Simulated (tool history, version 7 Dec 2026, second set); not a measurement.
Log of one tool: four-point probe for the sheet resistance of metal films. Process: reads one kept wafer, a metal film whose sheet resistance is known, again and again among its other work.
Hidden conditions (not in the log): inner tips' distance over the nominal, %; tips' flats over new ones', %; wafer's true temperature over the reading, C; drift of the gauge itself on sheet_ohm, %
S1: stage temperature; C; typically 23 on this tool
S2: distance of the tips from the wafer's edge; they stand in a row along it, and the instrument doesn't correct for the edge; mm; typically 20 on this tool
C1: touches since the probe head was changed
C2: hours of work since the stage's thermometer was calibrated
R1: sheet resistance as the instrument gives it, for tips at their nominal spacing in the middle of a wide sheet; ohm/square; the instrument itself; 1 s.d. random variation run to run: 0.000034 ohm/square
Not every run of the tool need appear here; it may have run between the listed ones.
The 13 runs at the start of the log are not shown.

{"hour": 1078.7, "done": "stage's thermometer calibrated"}
{"run": 14, "hour": 1115.4, "S1": 23, "S2": 24, "C1": 192803, "C2": 26, "R1": 0.169929}
{"run": 15, "hour": 1218.9, "S1": 23, "S2": 24, "C1": 197822, "C2": 98, "R1": 0.169922}
{"run": 16, "hour": 1297.2, "S1": 21, "S2": 20, "C1": 201619, "C2": 152, "R1": 0.16973}
{"run": 17, "hour": 1361.8, "S1": 21, "S2": 20, "C1": 204751, "C2": 197, "R1": 0.169683}
{"run": 18, "hour": 1420.4, "S1": 21, "S2": 17, "C1": 207593, "C2": 238, "R1": 0.169883}
{"run": 19, "hour": 1511.6, "S1": 21, "S2": 17, "C1": 212016, "C2": 301, "R1": 0.169875}
{"run": 20, "hour": 1625.1, "S1": 21, "S2": 17, "C1": 217522, "C2": 380, "R1": 0.169873}
{"run": 21, "hour": 1699.3, "S1": 21, "S2": 17, "C1": 221123, "C2": 432, "R1": 0.169925}
{"run": 22, "hour": 1792.2, "S1": 25, "S2": 25, "C1": 225626, "C2": 497, "R1": 0.170468}
{"run": 23, "hour": 1843.4, "S1": 26, "S2": 17, "C1": 228107, "C2": 532, "R1": 0.170842}
{"run": 24, "hour": 1894.4, "S1": 28, "S2": 4, "C1": 230583, "C2": 568, "R1": 0.176438}
{"hour": 1993.6, "done": "new probe head fitted"}
{"run": 25, "hour": 2013.1, "S1": 19, "S2": 42, "C1": 947, "C2": 650, "R1": 0.167741}
{"run": 26, "hour": 2063.0, "S1": 19, "S2": 67, "C1": 3368, "C2": 684, "R1": 0.167724}
{"run": 27, "hour": 2163.5, "S1": 19, "S2": 67, "C1": 8238, "C2": 754, "R1": 0.167763}
{"run": 28, "hour": 2239.7, "S1": 35, "S2": 7, "C1": 11937, "C2": 807, "R1": 0.172112}

Expected results for the next run?
{"run": 29, "hour": 2326.4, "S1": 35, "S2": 7, "C1": 16141, "C2": 868, "R1": "?"}

R1: 0.172215 ohm/square
With no hidden state in the tool, this same run would have given R1 0.171338 ohm/square.
